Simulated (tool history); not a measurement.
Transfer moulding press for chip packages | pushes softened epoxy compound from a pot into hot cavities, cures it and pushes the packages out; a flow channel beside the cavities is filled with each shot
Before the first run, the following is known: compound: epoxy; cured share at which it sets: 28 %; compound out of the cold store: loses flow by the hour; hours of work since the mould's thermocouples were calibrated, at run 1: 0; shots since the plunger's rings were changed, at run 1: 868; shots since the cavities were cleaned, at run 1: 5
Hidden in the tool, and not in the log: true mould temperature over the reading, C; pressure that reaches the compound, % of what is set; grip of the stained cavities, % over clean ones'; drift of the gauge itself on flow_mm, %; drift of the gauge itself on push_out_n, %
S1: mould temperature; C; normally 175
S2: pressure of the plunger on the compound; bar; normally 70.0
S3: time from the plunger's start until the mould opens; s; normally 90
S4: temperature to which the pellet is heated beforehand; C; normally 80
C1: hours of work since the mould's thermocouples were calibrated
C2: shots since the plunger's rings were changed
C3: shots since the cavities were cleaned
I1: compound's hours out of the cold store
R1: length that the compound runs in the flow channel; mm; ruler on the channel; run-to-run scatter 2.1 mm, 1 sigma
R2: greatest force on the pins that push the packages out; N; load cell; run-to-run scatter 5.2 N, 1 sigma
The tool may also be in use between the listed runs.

run	day	S1	S2	S3	S4	C1	C2	C3	I1	R1	R2
1	0.000	175	70.0	90	80	0	868	5	27.6	621	166
2	2.475	175	70.0	90	80	46	1818	955	37.8	578	275
# day 3.179: cavities cleaned with cleaning compound and waxed
3	4.579	175	70.0	90	80	84	2602	538	25.2	618	243
# day 6.358: cavities cleaned with cleaning compound and waxed
4	6.946	175	62.0	90	80	127	3487	227	42.6	521	201
# day 9.654: cavities cleaned with cleaning compound and waxed
5	9.700	175	70.0	90	87	177	4520	18	39.5	558	171
6	12.558	175	70.0	114	80	230	5617	1115	27.1	587	269
# day 12.888: cavities cleaned with cleaning compound and waxed
7	14.317	175	70.0	114	80	262	6269	549	42.0	537	219
# day 15.212: plunger's sealing rings changed
# day 16.225: cavities cleaned with cleaning compound and waxed
8	17.071	180	70.0	90	80	310	689	325	38.0	576	202
9	18.625	175	70.0	90	80	339	1285	921	16.6	659	270
# day 18.971: mould's thermocouples calibrated
# day 19.450: cavities cleaned with cleaning compound and waxed
10	21.492	175	70.0	86	80	46	2330	784	38.3	571	251
# day 22.742: cavities cleaned with cleaning compound and waxed
11	24.438	169	70.0	86	80	99	3437	652	9.9	677	335
# day 25.833: cavities cleaned with cleaning compound and waxed
12	26.962	169	70.0	86	80	145	4383	434	26.3	612	289
# day 29.071: cavities cleaned with cleaning compound and waxed
13	29.617	169	70.0	86	80	193	5377	209	47.0	534	242
14	31.988	169	70.0	86	80	237	6288	1120	38.9	556	328
# day 32.221: cavities cleaned with cleaning compound and waxed
# day 32.917: plunger's sealing rings changed
15	34.762	169	75.1	72	80	286	708	935	26.6	650	460
# day 35.458: cavities cleaned with cleaning compound and waxed
16	37.642	170	70.0	90	80	338	1791	839	18.9	649	277
# day 37.942: mould's thermocouples calibrated
# day 38.779: cavities cleaned with cleaning compound and waxed
17	40.088	175	52.1	90	80	39	2673	502	32.9	506	229
# day 41.996: cavities cleaned with cleaning compound and waxed
18	42.371	175	52.1	90	80	80	3526	143	45.4	465	190
19	44.758	168	70.0	90	76	124	4442	1059	41.9	555	338
# day 45.196: cavities cleaned with cleaning compound and waxed
20	46.642	181	70.0	85	82	158	5143	557	34.6	560	232
# day 48.417: cavities cleaned with cleaning compound and waxed
21	48.879	180	67.7	107	76	199	5977	177	8.3	645	187

Estimate the outcome of run 22 from the log above:
# day 50.483: plunger's sealing rings changed
22	50.842	180	67.7	107	76	233	138	891	41.1	?	?

{"run 22": {"R1": 560, "R2": 246}}
Without the tool's hidden state the same run would have given R1 564 mm, R2 153 N.
